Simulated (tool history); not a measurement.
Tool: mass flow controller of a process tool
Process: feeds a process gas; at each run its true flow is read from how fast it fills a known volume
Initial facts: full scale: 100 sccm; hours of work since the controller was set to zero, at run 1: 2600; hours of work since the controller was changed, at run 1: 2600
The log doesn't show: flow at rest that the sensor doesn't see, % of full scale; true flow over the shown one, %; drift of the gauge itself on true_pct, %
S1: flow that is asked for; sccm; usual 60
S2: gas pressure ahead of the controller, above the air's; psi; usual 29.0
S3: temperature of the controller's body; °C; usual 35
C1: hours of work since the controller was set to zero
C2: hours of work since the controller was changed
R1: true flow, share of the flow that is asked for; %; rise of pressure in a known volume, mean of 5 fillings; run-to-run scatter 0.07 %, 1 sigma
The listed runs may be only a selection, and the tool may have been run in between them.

| run | day | S1 | S2 | S3 | C1 | C2 | R1 |
|---|---|---|---|---|---|---|---|
| 1 | 0.000 | 60 | 29.0 | 35 | 2600 | 2600 | 100.01 |
| 2 | 8.800 | 60 | 29.0 | 35 | 2721 | 2721 | 99.97 |
| 3 | 18.921 | 60 | 29.0 | 35 | 2860 | 2860 | 100.06 |
| 4 | 27.462 | 60 | 29.0 | 35 | 2977 | 2977 | 100.07 |
| 5 | 42.496 | 60 | 29.0 | 35 | 3184 | 3184 | 100.30 |
| 6 | 57.342 | 60 | 22.5 | 35 | 3387 | 3387 | 100.14 |
| 7 | 65.288 | 60 | 22.5 | 35 | 3497 | 3497 | 100.16 |
| 8 | 76.392 | 60 | 29.0 | 35 | 3649 | 3649 | 100.52 |
| 9 | 89.696 | 60 | 29.0 | 35 | 3832 | 3832 | 100.61 |

Run 10 has not been measured yet. What should we expect?
| 10 | 102.838 | 60 | 29.0 | 35 | 4012 | 4012 | ? |

R1: 100.76 %
Without the tool's hidden state the same run would have given R1 98.44 %.
